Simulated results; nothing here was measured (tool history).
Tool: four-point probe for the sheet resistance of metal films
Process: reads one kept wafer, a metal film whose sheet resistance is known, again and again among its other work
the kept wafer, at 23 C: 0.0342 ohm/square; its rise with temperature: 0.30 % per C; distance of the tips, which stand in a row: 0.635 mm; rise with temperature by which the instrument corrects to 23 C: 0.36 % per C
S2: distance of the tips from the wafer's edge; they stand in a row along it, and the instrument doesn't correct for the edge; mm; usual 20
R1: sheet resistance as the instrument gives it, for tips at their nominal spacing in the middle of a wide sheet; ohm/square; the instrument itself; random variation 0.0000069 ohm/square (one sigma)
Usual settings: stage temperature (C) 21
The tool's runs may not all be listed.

run 1 hour=0 | stage_temperature_(C)=21 S2=20 | R1=0.034061
run 2 hour=52 | stage_temperature_(C)=21 S2=20 | R1=0.034047
run 3 hour=99.3 | stage_temperature_(C)=21 S2=3 | R1=0.034829
run 4 hour=158.2 | stage_temperature_(C)=29 S2=20 | R1=0.033888
run 5 hour=262.2 | stage_temperature_(C)=21 S2=20 | R1=0.034044
run 6 hour=323.9 | stage_temperature_(C)=21 S2=20 | R1=0.034035
run 7 hour=398.2 | stage_temperature_(C)=21 S2=20 | R1=0.034037
run 8 hour=468.4 | stage_temperature_(C)=21 S2=20 | R1=0.034039
run 9 hour=562.8 | stage_temperature_(C)=21 S2=20 | R1=0.034025
run 10 hour=673.4 | stage_temperature_(C)=21 S2=14 | R1=0.034042
run 11 hour=782.9 | stage_temperature_(C)=21 S2=14 | R1=0.034041
run 12 hour=873.5 | stage_temperature_(C)=21 S2=14 | R1=0.03404
run 13 hour=968.8 | stage_temperature_(C)=23 S2=20 | R1=0.033971
run 14 hour=1049.9 | stage_temperature_(C)=23 S2=20 | R1=0.033969
run 15 hour=1131 | stage_temperature_(C)=21 S2=37 | R1=0.033982
run 16 hour=1180.5 | stage_temperature_(C)=21 S2=37 | R1=0.033983
run 17 hour=1225.1 | stage_temperature_(C)=21 S2=27 | R1=0.033993
run 18 hour=1295.7 | stage_temperature_(C)=21 S2=12 | R1=0.034032
run 19 hour=1391.7 | stage_temperature_(C)=21 S2=12 | R1=0.034046
run 20 hour=1438.1 | stage_temperature_(C)=21 S2=12 | R1=0.034026
run 21 hour=1502.3 | stage_temperature_(C)=19 S2=26 | R1=0.034024
run 22 hour=1577.1 | stage_temperature_(C)=19 S2=26 | R1=0.03401
run 23 hour=1678.9 | stage_temperature_(C)=22 S2=4 | R1=0.034402
run 24 hour=1752.5 | stage_temperature_(C)=22 S2=4 | R1=0.03441
run 25 hour=1812.8 | stage_temperature_(C)=34 S2=35 | R1=0.0337
run 26 hour=1922.8 | stage_temperature_(C)=34 S2=35 | R1=0.033688
run 27 hour=1989 | stage_temperature_(C)=34 S2=35 | R1=0.033684
run 28 hour=2095.8 | stage_temperature_(C)=23 S2=33 | R1=0.033875
run 29 hour=2180.4 | stage_temperature_(C)=22 S2=42 | R1=0.033892
run 30 hour=2239.9 | stage_temperature_(C)=22 S2=42 | R1=0.03389
run 31 hour=2311.3 | stage_temperature_(C)=23 S2=13 | R1=0.033896
run 32 hour=2400.9 | stage_temperature_(C)=23 S2=13 | R1=0.033898
run 33 hour=2449.5 | stage_temperature_(C)=23 S2=13 | R1=0.033886
run 34 hour=2501.5 | stage_temperature_(C)=23 S2=13 | R1=0.034338
run 35 hour=2583.2 | stage_temperature_(C)=23 S2=13 | R1=0.034336
run 36 hour=2686.8 | stage_temperature_(C)=23 S2=15 | R1=0.03431
run 37 hour=2756.7 | stage_temperature_(C)=26 S2=5 | R1=0.034524
run 38 hour=2820.5 | stage_temperature_(C)=26 S2=5 | R1=0.034521

Taken out of this log: 3 entries between the listed runs. Where each belongs, and how the hidden state differs across it:
Between runs 17 and 18: stage's thermometer calibrated (hour 1232.9)
  inner tips' distance over the nominal, %: -0.766 -> -0.778; tips' flats over new ones', %: 66 -> 67; wafer's true temperature over the reading, C: 0.22 -> 0.31
  measured less the result without the state, R1: -0.000261 -> -0.000257 ohm/square
Between runs 24 and 25: stage's thermometer calibrated, once more (hour 1794)
  inner tips' distance over the nominal, %: -0.856 -> -0.866; tips' flats over new ones', %: 73 -> 74; wafer's true temperature over the reading, C: 0.36 -> 0.01
  measured less the result without the state, R1: -0.000283 -> -0.000318 ohm/square
Between runs 33 and 34: new probe head fitted (hour 2481.4)
  inner tips' distance over the nominal, %: -0.971 -> 0.233; tips' flats over new ones', %: 84 -> 0; wafer's true temperature over the reading, C: 0.09 -> 0.1
  measured less the result without the state, R1: -0.00035 -> +0.000096 ohm/square

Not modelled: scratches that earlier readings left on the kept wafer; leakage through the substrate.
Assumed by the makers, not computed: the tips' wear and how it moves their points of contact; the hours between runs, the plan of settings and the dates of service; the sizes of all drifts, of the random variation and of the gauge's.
